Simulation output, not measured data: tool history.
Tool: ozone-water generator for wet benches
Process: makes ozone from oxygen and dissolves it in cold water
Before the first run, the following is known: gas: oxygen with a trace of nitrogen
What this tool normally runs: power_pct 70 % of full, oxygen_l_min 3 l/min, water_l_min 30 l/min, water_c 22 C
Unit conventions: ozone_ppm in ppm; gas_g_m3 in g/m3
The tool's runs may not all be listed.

run 1 day=0 | power_pct=70 oxygen_l_min=3 water_l_min=30 water_c=22 | ozone_ppm=7.9 gas_g_m3=171.1
run 2 day=2.371 | power_pct=70 oxygen_l_min=3 water_l_min=30 water_c=22 | ozone_ppm=8.1 gas_g_m3=171.6
run 3 day=4.425 | power_pct=70 oxygen_l_min=3 water_l_min=30 water_c=22 | ozone_ppm=8.3 gas_g_m3=171.6
run 4 day=7.167 | power_pct=70 oxygen_l_min=1.6 water_l_min=30 water_c=22 | ozone_ppm=6 gas_g_m3=206.6
run 5 day=10.325 | power_pct=70 oxygen_l_min=1.6 water_l_min=30 water_c=22 | ozone_ppm=5.9 gas_g_m3=206.7
run 6 day=13.125 | power_pct=70 oxygen_l_min=1.6 water_l_min=30 water_c=22 | ozone_ppm=5.9 gas_g_m3=204.6
run 7 day=15.042 | power_pct=70 oxygen_l_min=1.6 water_l_min=30 water_c=22 | ozone_ppm=5.6 gas_g_m3=206.9
run 8 day=18.212 | power_pct=70 oxygen_l_min=1.6 water_l_min=30 water_c=22 | ozone_ppm=5.8 gas_g_m3=206.3
run 9 day=21.212 | power_pct=70 oxygen_l_min=3 water_l_min=30 water_c=17 | ozone_ppm=8.2 gas_g_m3=169.5
-- day=21.621 contactor cleaned
run 10 day=24.917 | power_pct=70 oxygen_l_min=3 water_l_min=30 water_c=17 | ozone_ppm=7.8 gas_g_m3=169.6
run 11 day=26.767 | power_pct=70 oxygen_l_min=3 water_l_min=30 water_c=22 | ozone_ppm=7.7 gas_g_m3=167
-- day=29.154 contactor cleaned, once more
run 12 day=29.154 | power_pct=70 oxygen_l_min=3 water_l_min=24 water_c=22 | ozone_ppm=10 gas_g_m3=168.2
run 13 day=30.908 | power_pct=70 oxygen_l_min=1.83 water_l_min=24 water_c=22 | ozone_ppm=8.3 gas_g_m3=196
run 14 day=33.267 | power_pct=43 oxygen_l_min=1.83 water_l_min=24 water_c=22 | ozone_ppm=5.8 gas_g_m3=137.1
run 15 day=34.838 | power_pct=43 oxygen_l_min=1.83 water_l_min=24 water_c=22 | ozone_ppm=5.7 gas_g_m3=136.7
run 16 day=36.612 | power_pct=43 oxygen_l_min=1.83 water_l_min=24 water_c=22 | ozone_ppm=5.9 gas_g_m3=136.6
run 17 day=38.512 | power_pct=45 oxygen_l_min=1.83 water_l_min=24 water_c=22 | ozone_ppm=5.7 gas_g_m3=142.6
run 18 day=40.238 | power_pct=70 oxygen_l_min=1.78 water_l_min=27 water_c=22 | ozone_ppm=6.9 gas_g_m3=195.7
run 19 day=41.746 | power_pct=70 oxygen_l_min=1.78 water_l_min=26 water_c=17 | ozone_ppm=7.5 gas_g_m3=195.2
run 20 day=43.883 | power_pct=45 oxygen_l_min=4.23 water_l_min=30 water_c=22 | ozone_ppm=6.5 gas_g_m3=109.4
run 21 day=45.7 | power_pct=70 oxygen_l_min=3 water_l_min=25 water_c=23 | ozone_ppm=9.5 gas_g_m3=165.7
run 22 day=48.733 | power_pct=70 oxygen_l_min=2.29 water_l_min=27 water_c=22 | ozone_ppm=7.9 gas_g_m3=180.2
run 23 day=50.454 | power_pct=70 oxygen_l_min=2.29 water_l_min=27 water_c=22 | ozone_ppm=7.9 gas_g_m3=179.1
run 24 day=53.488 | power_pct=72 oxygen_l_min=3.62 water_l_min=20 water_c=18 | ozone_ppm=13.5 gas_g_m3=158.1
run 25 day=55.962 | power_pct=42 oxygen_l_min=3 water_l_min=30 water_c=22 | ozone_ppm=5.5 gas_g_m3=115.1
run 26 day=58.471 | power_pct=42 oxygen_l_min=3 water_l_min=30 water_c=22 | ozone_ppm=5.5 gas_g_m3=115.9
run 27 day=60.104 | power_pct=42 oxygen_l_min=3 water_l_min=30 water_c=22 | ozone_ppm=5.5 gas_g_m3=114.8
run 28 day=63.621 | power_pct=42 oxygen_l_min=2.48 water_l_min=30 water_c=22 | ozone_ppm=5 gas_g_m3=121.5
run 29 day=66.129 | power_pct=41 oxygen_l_min=1.94 water_l_min=39 water_c=14 | ozone_ppm=3.3 gas_g_m3=128.5
run 30 day=68.712 | power_pct=70 oxygen_l_min=2.32 water_l_min=37 water_c=28 | ozone_ppm=5.4 gas_g_m3=175.7
run 31 day=71.179 | power_pct=70 oxygen_l_min=2.32 water_l_min=37 water_c=28 | ozone_ppm=5.1 gas_g_m3=177.2

For some of the steps in ozone_ppm from one run to the next: how much would appear even if the tool had no hidden state, given the settings, what came in and random variation, and how much remains for the hidden state plus any gauge scatter that the measured result and the result without hidden state don't share?
Unlogged tool condition in this case: yield of the discharge, % of new electrodes'; contactor's efficiency, % of a clean one's; true water temperature over the reading, C; drift of the gauge itself on ozone_ppm, %; drift of the gauge itself on gas_g_m3, %.
Run 20 -> 21: power_pct 45 -> 70, oxygen_l_min 4.23 -> 3, water_l_min 30 -> 25, water_c 22 -> 23. ozone_ppm +3 ppm: hidden state -0.6, all else +3.6.
Run 23 -> 24: power_pct 70 -> 72, oxygen_l_min 2.29 -> 3.62, water_l_min 27 -> 20, water_c 22 -> 18. ozone_ppm +5.6 ppm: hidden state -0.8, all else +6.4.
Run 24 -> 25: power_pct 72 -> 42, oxygen_l_min 3.62 -> 3, water_l_min 20 -> 30, water_c 18 -> 22. ozone_ppm -8 ppm: hidden state +1.4, all else -9.4.
